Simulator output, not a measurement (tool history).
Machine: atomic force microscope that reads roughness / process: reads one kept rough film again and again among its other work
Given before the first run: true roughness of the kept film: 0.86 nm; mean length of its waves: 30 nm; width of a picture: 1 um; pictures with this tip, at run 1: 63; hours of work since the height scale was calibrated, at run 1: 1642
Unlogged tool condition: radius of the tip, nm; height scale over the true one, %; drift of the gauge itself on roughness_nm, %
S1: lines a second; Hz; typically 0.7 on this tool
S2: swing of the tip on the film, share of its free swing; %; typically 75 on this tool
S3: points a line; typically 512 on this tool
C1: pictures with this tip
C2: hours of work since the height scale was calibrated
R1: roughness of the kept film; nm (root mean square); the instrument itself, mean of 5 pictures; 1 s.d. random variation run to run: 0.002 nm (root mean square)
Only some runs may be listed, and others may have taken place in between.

run,hour,S1,S2,S3,C1,C2,R1
1,0,0.7,75,512,63,1642,0.806
2,29,0.7,75,861,135,1665,0.804
3,61.8,0.7,88,512,216,1691,0.782
4,101.1,0.7,64,512,314,1722,0.794
# hour 110.2: new tip fitted
5,157.3,0.7,64,512,117,1766,0.811
6,182.9,0.7,56,512,180,1787,0.813
# hour 246: new tip fitted
7,246.2,0.7,56,512,0,1837,0.826
8,278.3,0.7,56,512,80,1862,0.816
9,310.2,0.7,75,512,160,1888,0.802
10,369.1,0.7,75,512,306,1934,0.784
# hour 380.5: new tip fitted
11,403.4,0.7,75,512,57,1961,0.812
12,456,0.7,75,266,188,2003,0.793
13,492.5,0.7,75,266,279,2032,0.78
# hour 513.9: new tip fitted
14,549.6,0.7,75,266,88,2077,0.791
15,594.1,1.564,55,266,199,2112,0.789
# hour 650.2: new tip fitted
16,655.4,1.564,55,266,13,2161,0.809
17,694.8,1.707,57,266,111,2192,0.795
18,756.1,0.7,68,1018,264,2241,0.802
# hour 783.6: new tip fitted
19,810.6,0.7,68,1018,67,2284,0.816
20,859.9,3.013,74,930,189,2323,0.747

Run 21 comes next. What will it give?
# hour 916.9: new tip fitted
21,920.8,1.344,75,353,10,2371,?

{"run 21": {"R1": 0.792}}
Had the tool carried no hidden state, the very same run would have given R1 0.807 nm (root mean square).

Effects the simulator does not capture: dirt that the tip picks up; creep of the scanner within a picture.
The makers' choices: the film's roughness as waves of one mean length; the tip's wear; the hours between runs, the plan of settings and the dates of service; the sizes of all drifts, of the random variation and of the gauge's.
